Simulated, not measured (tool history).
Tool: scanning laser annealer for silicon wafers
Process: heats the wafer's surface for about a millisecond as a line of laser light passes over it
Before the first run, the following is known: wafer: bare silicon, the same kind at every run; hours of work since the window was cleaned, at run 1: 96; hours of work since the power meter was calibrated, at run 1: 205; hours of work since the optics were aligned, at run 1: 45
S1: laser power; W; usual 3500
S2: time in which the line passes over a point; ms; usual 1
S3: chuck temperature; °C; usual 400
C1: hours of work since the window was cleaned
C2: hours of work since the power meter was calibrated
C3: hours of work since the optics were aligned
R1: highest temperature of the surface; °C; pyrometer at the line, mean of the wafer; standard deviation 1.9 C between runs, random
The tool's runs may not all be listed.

run,day,S1,S2,S3,C1,C2,C3,R1
1,0,3500,1,400,96,205,45,1168
2,0.192,3500,1,400,99,207,47,1168
3,0.504,3500,1,400,103,212,52,1167
4,0.821,3500,1,400,108,216,56,1168
5,1.083,3500,1.11,400,111,219,60,1215
6,1.342,3500,1.11,400,115,223,63,1220
7,1.788,3500,1.11,400,121,229,69,1217
8,2.025,3500,1.11,400,124,232,72,1215
9,2.417,3500,1.05,400,129,237,78,1190
10,2.838,3500,1.05,400,135,243,83,1186
11,3.075,3500,0.81,400,138,246,86,1081
12,3.262,3500,1.16,400,141,249,89,1237
13,3.621,3500,1.16,400,146,254,94,1235
14,3.825,3540,1.16,400,148,257,97,1246
15,4.171,3599,1.21,381,153,261,101,1258
# day 4.421: optics aligned, line set to its width
16,4.662,3555,1.21,400,157,265,3,1266
17,5.046,3555,1.21,400,162,270,8,1268
18,5.3,3500,0.89,379,166,274,12,1096
19,5.492,3500,1.14,409,168,276,14,1233
20,5.733,3646,0.8,408,171,280,18,1115
21,5.988,3220,0.9,390,175,283,21,1043

Predict each of these 5 candidate next runs independently; none follows another, all start after run 21:
# day 6.225: optics aligned, line set to its width, once more
A,6.5,3396,1,416,179,287,4,?
# day 6.225: optics aligned, line set to its width, once more
B,6.5,3711,0.97,428,179,287,4,?
# day 6.225: optics aligned, line set to its width, once more
C,6.5,3577,0.96,378,179,287,4,?
# day 6.225: optics aligned, line set to its width, once more
D,6.5,3822,1.01,402,179,287,4,?
# day 6.225: optics aligned, line set to its width, once more
E,6.5,3275,0.82,431,179,287,4,?

run,R1
A,1153
B,1238
C,1145
D,1256
E,1064
Without the tool's unlogged condition, the same runs would have read:
run,R1
A,1162
B,1249
C,1155
D,1267
E,1072
